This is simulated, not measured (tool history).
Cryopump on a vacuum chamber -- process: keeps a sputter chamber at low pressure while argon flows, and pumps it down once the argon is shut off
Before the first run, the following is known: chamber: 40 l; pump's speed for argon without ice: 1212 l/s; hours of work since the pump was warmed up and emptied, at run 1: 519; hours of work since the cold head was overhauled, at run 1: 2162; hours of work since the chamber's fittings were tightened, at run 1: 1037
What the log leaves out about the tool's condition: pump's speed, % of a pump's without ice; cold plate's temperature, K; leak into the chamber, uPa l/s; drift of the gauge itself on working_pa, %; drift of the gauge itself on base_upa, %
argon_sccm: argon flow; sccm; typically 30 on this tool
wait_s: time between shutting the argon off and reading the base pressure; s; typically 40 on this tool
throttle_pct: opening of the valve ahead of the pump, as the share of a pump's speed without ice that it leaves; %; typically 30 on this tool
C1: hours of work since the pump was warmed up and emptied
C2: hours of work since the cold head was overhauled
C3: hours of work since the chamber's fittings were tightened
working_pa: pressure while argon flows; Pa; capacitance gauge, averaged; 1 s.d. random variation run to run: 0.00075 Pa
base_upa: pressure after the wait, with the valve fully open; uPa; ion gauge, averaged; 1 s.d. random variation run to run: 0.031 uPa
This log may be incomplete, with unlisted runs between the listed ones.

{"run": 1, "hour": 0.0, "argon_sccm": 30, "wait_s": 40, "throttle_pct": 30, "C1": 519, "C2": 2162, "C3": 1037, "working_pa": 0.1503, "base_upa": 2.68}
{"run": 2, "hour": 44.6, "argon_sccm": 30, "wait_s": 40, "throttle_pct": 27, "C1": 556, "C2": 2199, "C3": 1074, "working_pa": 0.1673, "base_upa": 2.8}
{"run": 3, "hour": 85.3, "argon_sccm": 30, "wait_s": 40, "throttle_pct": 27, "C1": 590, "C2": 2233, "C3": 1108, "working_pa": 0.1685, "base_upa": 2.89}
{"run": 4, "hour": 121.7, "argon_sccm": 30, "wait_s": 40, "throttle_pct": 30, "C1": 620, "C2": 2263, "C3": 1138, "working_pa": 0.1556, "base_upa": 2.97}
{"run": 5, "hour": 184.8, "argon_sccm": 30, "wait_s": 40, "throttle_pct": 30, "C1": 672, "C2": 2315, "C3": 1190, "working_pa": 0.1557, "base_upa": 3.06}
{"run": 6, "hour": 237.2, "argon_sccm": 22, "wait_s": 40, "throttle_pct": 30, "C1": 716, "C2": 2358, "C3": 1233, "working_pa": 0.1165, "base_upa": 3.19}
{"hour": 300.6, "done": "pump warmed up, emptied and cooled again"}
{"run": 7, "hour": 312.7, "argon_sccm": 30, "wait_s": 40, "throttle_pct": 30, "C1": 10, "C2": 2417, "C3": 1292, "working_pa": 0.1413, "base_upa": 2.56}
{"run": 8, "hour": 347.1, "argon_sccm": 30, "wait_s": 40, "throttle_pct": 30, "C1": 38, "C2": 2445, "C3": 1320, "working_pa": 0.142, "base_upa": 2.65}
{"run": 9, "hour": 416.7, "argon_sccm": 30, "wait_s": 40, "throttle_pct": 30, "C1": 96, "C2": 2503, "C3": 1378, "working_pa": 0.1419, "base_upa": 2.77}
{"run": 10, "hour": 477.6, "argon_sccm": 30, "wait_s": 40, "throttle_pct": 30, "C1": 147, "C2": 2553, "C3": 1428, "working_pa": 0.1435, "base_upa": 2.83}
{"run": 11, "hour": 527.9, "argon_sccm": 30, "wait_s": 40, "throttle_pct": 24, "C1": 188, "C2": 2595, "C3": 1470, "working_pa": 0.18, "base_upa": 3.07}
{"run": 12, "hour": 572.6, "argon_sccm": 19, "wait_s": 57, "throttle_pct": 34, "C1": 225, "C2": 2632, "C3": 1507, "working_pa": 0.0812, "base_upa": 2.57}
{"run": 13, "hour": 610.9, "argon_sccm": 19, "wait_s": 57, "throttle_pct": 34, "C1": 257, "C2": 2664, "C3": 1539, "working_pa": 0.0829, "base_upa": 2.59}
{"run": 14, "hour": 666.6, "argon_sccm": 58, "wait_s": 23, "throttle_pct": 47, "C1": 303, "C2": 2710, "C3": 1585, "working_pa": 0.1852, "base_upa": 4.07}
{"run": 15, "hour": 711.9, "argon_sccm": 58, "wait_s": 23, "throttle_pct": 47, "C1": 341, "C2": 2747, "C3": 1622, "working_pa": 0.1874, "base_upa": 4.26}
{"run": 16, "hour": 761.4, "argon_sccm": 58, "wait_s": 23, "throttle_pct": 47, "C1": 382, "C2": 2788, "C3": 1663, "working_pa": 0.1899, "base_upa": 4.21}
{"run": 17, "hour": 796.7, "argon_sccm": 30, "wait_s": 40, "throttle_pct": 47, "C1": 411, "C2": 2818, "C3": 1693, "working_pa": 0.1001, "base_upa": 3.33}
{"run": 18, "hour": 832.5, "argon_sccm": 30, "wait_s": 40, "throttle_pct": 47, "C1": 441, "C2": 2847, "C3": 1722, "working_pa": 0.0999, "base_upa": 3.4}
{"run": 19, "hour": 902.9, "argon_sccm": 31, "wait_s": 40, "throttle_pct": 47, "C1": 499, "C2": 2906, "C3": 1780, "working_pa": 0.1057, "base_upa": 3.45}
{"run": 20, "hour": 938.1, "argon_sccm": 31, "wait_s": 40, "throttle_pct": 47, "C1": 528, "C2": 2935, "C3": 1810, "working_pa": 0.1059, "base_upa": 3.68}
{"run": 21, "hour": 977.4, "argon_sccm": 14, "wait_s": 22, "throttle_pct": 55, "C1": 561, "C2": 2967, "C3": 1842, "working_pa": 0.0421, "base_upa": 4.87}

Consider 4 possible next runs. They are alternatives, not a sequence: every one starts from the tool as it was left by run 21. What does each give?
{"run": "A", "hour": 1009.3, "argon_sccm": 32, "wait_s": 201, "throttle_pct": 32, "C1": 587, "C2": 2994, "C3": 1869, "working_pa": "?", "base_upa": "?"}
{"run": "B", "hour": 1009.3, "argon_sccm": 30, "wait_s": 153, "throttle_pct": 30, "C1": 587, "C2": 2994, "C3": 1869, "working_pa": "?", "base_upa": "?"}
{"run": "C", "hour": 1009.3, "argon_sccm": 30, "wait_s": 227, "throttle_pct": 24, "C1": 587, "C2": 2994, "C3": 1869, "working_pa": "?", "base_upa": "?"}
{"run": "D", "hour": 1009.3, "argon_sccm": 30, "wait_s": 38, "throttle_pct": 39, "C1": 587, "C2": 2994, "C3": 1869, "working_pa": "?", "base_upa": "?"}

run=A working_pa=0.1569 base_upa=2.64
run=B working_pa=0.1556 base_upa=2.85
run=C working_pa=0.1901 base_upa=2.69
run=D working_pa=0.1226 base_upa=3.85
With the hidden condition removed and each run's random variation left untouched, the same runs would have given:
run=A working_pa=0.1404 base_upa=0.48
run=B working_pa=0.1400 base_upa=0.61
run=C working_pa=0.1747 base_upa=0.48
run=D working_pa=0.1072 base_upa=1.65
